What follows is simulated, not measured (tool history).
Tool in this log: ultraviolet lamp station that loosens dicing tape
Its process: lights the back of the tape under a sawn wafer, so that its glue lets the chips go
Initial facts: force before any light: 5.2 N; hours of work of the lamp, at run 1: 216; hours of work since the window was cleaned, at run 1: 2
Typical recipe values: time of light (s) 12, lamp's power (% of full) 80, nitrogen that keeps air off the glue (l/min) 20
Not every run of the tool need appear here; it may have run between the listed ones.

run   hour  time of light (s)  lamp's power (% of full)  nitrogen that keeps air off the glue (l/min)  hours of work of the lamp  hours of work since the window was cleaned  force that peels the tape off (N)  light that reached the tape (mJ/cm²)
  1      0                 12                        80                                            20                        216                                           2                              0.293                                   567
  2   17.4                 12                        80                                            20                        228                                          14                              0.294                                   565
  3   43.9                  7                        80                                            20                        246                                          32                              0.707                                   329
  4   58.5                  7                        80                                            20                        256                                          42                              0.717                                   323
  5   88.8                  7                        80                                            20                        277                                          63                              0.755                                   322
  6  110.3                 12                        80                                            20                        291                                          78                              0.307                                   549
  7  136.7                 12                        80                                            20                        309                                          95                              0.303                                   532
  8  152.6                 12                        80                                            20                        320                                         106                              0.305                                   536
  9  167.7                 12                        63                                            20                        330                                         117                              0.459                                   414
 10  185.9                 12                        63                                            20                        343                                         129                              0.469                                   415
 11    205                 12                        80                                            27                        356                                         142                               0.28                                   525
 12  221.6                 12                        80                                            27                        367                                         153                               0.28                                   519
 13  252.2                 12                        80                                            27                        388                                         174                              0.296                                   516
 14    279                 12                        80                                            27                        406                                         193                              0.294                                   503
 15    309                 12                        80                                            27                        427                                         213                              0.289                                   504
 16  340.5                  7                        71                                            13                        448                                         235                              1.304                                   256
 17  364.3                  7                        80                                             9                        465                                         251                              1.428                                   283
 18  390.8                 21                        80                                            20                        483                                         269                              0.215                                   841
 19  418.8                 12                        80                                             9                        502                                         288                              0.644                                   478
 20  441.7                 12                        80                                             9                        517                                         304                               0.66                                   476
 21  469.2                 12                        80                                             9                        536                                         322                              0.663                                   463
 22  493.3                 12                        69                                             9                        553                                         339                               0.85                                   399
     521.1  -- window cleaned of glue's vapour
 23  521.9                 12                        69                                            31                        572                                           1                              0.306                                   467
 24  553.8                 14                        83                                             8                        594                                          22                              0.423                                   647
 25  572.2                  7                        71                                            20                        606                                          35                               0.95                                   274
 26  595.4                  7                        71                                            32                        622                                          51                              0.725                                   270
 27  615.4                 10                        71                                            32                        636                                          64                              0.411                                   383

What does the tool deliver on the next run?
 28  640.8                  8                        77                                            26                        653                                          82                                  ?                                     ?

force that peels the tape off (N): 0.586
light that reached the tape (mJ/cm²): 334
Without the tool's hidden state the same run would have given force that peels the tape off (N) 0.46, light that reached the tape (mJ/cm²) 385.
